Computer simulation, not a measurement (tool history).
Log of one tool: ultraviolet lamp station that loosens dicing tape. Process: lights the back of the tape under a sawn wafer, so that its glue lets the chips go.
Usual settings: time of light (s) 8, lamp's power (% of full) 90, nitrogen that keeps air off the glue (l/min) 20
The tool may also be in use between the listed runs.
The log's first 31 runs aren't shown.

run,hour,time of light (s),lamp's power (% of full),nitrogen that keeps air off the glue (l/min),hours of work of the lamp,hours of work since the window was cleaned,force that peels the tape off (N),light that reached the tape (mJ/cm²)
32,1764.1,15,77,10,390,540,1.424,590
33,1828.2,15,77,10,417,567,1.531,576
34,1912.7,15,77,10,454,604,1.544,555
35,1978.1,6,97,7,482,632,4.965,271
36,2017.2,14,61,6,499,649,3.646,395
# hour 2042.1: window cleaned of glue's vapour
37,2063.1,14,61,6,519,9,3.112,441
38,2098.9,6,80,20,535,25,3.585,243
39,2148.8,6,78,20,556,46,3.941,230
40,2212.6,8,78,20,584,74,2.778,303
41,2252.8,5,90,30,601,91,3.78,212
42,2319.8,4,89,11,630,120,6.227,164

3 ways to go on from here, each from the tool as it stands after run 42. What would each give?
A,2356.4,5,91,20,646,136,?,?
B,2356.4,9,89,15,646,136,?,?
C,2356.4,5,89,7,646,136,?,?

run,force that peels the tape off (N),light that reached the tape (mJ/cm²)
A,4.309,205
B,2.477,361
C,6.144,195
Without the tool's hidden state the same runs would have given:
run,force that peels the tape off (N),light that reached the tape (mJ/cm²)
A,2.297,341
B,0.939,600
C,4.029,327
